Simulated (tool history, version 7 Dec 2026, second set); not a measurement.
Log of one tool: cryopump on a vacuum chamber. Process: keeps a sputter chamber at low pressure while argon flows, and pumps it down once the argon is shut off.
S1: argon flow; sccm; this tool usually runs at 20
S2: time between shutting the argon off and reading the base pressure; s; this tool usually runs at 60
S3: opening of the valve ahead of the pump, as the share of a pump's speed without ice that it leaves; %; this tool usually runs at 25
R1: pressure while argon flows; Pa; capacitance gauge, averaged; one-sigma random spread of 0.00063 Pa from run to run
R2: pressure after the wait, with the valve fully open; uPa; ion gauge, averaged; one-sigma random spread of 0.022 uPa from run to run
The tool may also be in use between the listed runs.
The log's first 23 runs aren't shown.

run,day,S1,S2,S3,R1,R2
24,53.079,9,40,25,0.0455,3.6
25,55.638,28,98,25,0.1439,3.21
26,58.367,15,29,21,0.0902,3.99
27,59.638,20,177,25,0.1043,3.29
28,62.129,9,118,20,0.058,3.45
29,64.512,13,37,55,0.0338,3.94
30,65.988,13,37,55,0.0346,4.11
31,68.783,18,103,25,0.095,3.65

Run 32 comes next. What will it give?
32,71.121,18,103,25,?,?

R1: 0.0954 Pa
R2: 3.72 uPa
If the tool had no hidden condition, the same run with the same run-to-run variation would have returned R1 0.086 Pa, R2 0.42 uPa.

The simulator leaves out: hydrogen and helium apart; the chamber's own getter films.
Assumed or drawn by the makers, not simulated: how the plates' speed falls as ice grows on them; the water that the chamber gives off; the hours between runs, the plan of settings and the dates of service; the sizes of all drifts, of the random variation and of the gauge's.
